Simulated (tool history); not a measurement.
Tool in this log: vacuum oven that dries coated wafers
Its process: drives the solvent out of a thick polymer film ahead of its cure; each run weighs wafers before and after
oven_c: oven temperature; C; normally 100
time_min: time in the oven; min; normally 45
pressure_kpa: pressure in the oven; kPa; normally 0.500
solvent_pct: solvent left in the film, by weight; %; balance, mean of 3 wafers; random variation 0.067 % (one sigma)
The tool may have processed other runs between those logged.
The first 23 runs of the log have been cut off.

run     day  oven_c  time_min  pressure_kpa  solvent_pct
 24  15.846     112        45         1.554         2.51
 25  16.533      98        73         0.310         2.55
 26  17.079     104        73         0.470         1.48
 27  17.992     107        68         1.091         2.00
 28  18.450     107        48         1.641         3.46
 29  19.317     111        57         0.610         1.18
 30  19.821      95        41         0.500         6.43
 31  20.421      95        41         0.500         6.37
 32  21.117     104        42         1.874         5.06
 33  21.696      92        26         0.321         9.50
 34  22.292      93        26         0.321         9.07
 35  23.242     100        45         1.310         5.31
 36  24.175      87        35         0.760        10.52
 37  25.033      87        35         0.760        10.41
 38  25.504      87        35         0.760        10.39
 39  26.371     100        42         0.773         4.90
 40  27.333     100        42         0.773         4.94
 41  27.812     100        56         0.500         3.30
 42  28.562     100        56         0.500         3.19
 43  29.012      97        48         1.766         6.70
 44  29.750      97        50         0.291         4.40
 45  30.508     100        31         0.739         6.37
 46  31.017     110        45         0.317         1.55

Below are 4 alternative next runs, each starting from the tool's condition after run 46. Predict each:
  A  31.758     109        45         0.500            ?
  B  31.758     100        59         0.500            ?
  C  31.758     100        25         0.500            ?
  D  31.758     101        46         1.635            ?

run  solvent_pct
  A         1.94
  B         2.98
  C         7.25
  D         5.26
What these runs would have given with no unlogged condition in the tool:
run  solvent_pct
  A         1.99
  B         3.09
  C         7.53
  D         5.48

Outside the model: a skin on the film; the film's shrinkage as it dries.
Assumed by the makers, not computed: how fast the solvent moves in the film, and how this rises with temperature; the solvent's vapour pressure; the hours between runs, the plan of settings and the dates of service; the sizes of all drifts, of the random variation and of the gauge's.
